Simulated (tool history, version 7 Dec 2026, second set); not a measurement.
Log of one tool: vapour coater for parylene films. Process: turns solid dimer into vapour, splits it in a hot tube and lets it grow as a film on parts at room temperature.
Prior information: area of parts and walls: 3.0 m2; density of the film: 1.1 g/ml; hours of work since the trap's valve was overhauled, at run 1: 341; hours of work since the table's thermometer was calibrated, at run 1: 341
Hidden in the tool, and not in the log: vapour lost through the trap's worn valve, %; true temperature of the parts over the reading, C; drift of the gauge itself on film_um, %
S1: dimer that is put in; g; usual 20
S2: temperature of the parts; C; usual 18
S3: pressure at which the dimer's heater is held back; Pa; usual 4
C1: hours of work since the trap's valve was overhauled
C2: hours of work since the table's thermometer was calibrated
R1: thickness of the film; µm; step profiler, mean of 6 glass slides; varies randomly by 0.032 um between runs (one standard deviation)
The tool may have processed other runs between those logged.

run,day,S1,S2,S3,C1,C2,R1
1,0,20,18,4,341,341,2.76
2,2.4,20,18,4,378,378,2.7
3,3.9,20,18,4,400,400,2.71
4,6.271,20,18,4,436,436,2.72
# day 6.933: trap's valve overhauled
5,9.029,20,18,4,32,475,3
6,11.746,20,11,4,73,517,3.89
7,13.662,20,18,2.12,102,546,3.33
8,15.858,20,18,2.12,135,579,3.28
# day 16.067: table's thermometer calibrated
9,17.842,11,21,6.36,165,27,1.26
10,20.55,13,21,5.13,206,68,1.57
11,21.833,23,28,7.41,225,87,1.9
12,23.971,23,28,7.41,258,120,1.82
13,26.283,12,18,4.2,293,155,1.58
14,27.675,36,15,4.2,314,176,5.51
15,29.154,36,15,4.2,336,198,5.37

4 options for the next run, each taken on its own from the tool as it stands now. Forecast them:
A,31.442,18,15,9.56,371,233,?
B,31.442,16,19,2.36,371,233,?
C,31.442,12,11,8.33,371,233,?
D,31.442,16,21,4,371,233,?

run,R1
A,2.26
B,2.26
C,1.81
D,1.88
With the hidden condition removed and each run's random variation left untouched, the same runs would have given:
run,R1
A,2.59
B,2.6
C,2.08
D,2.16
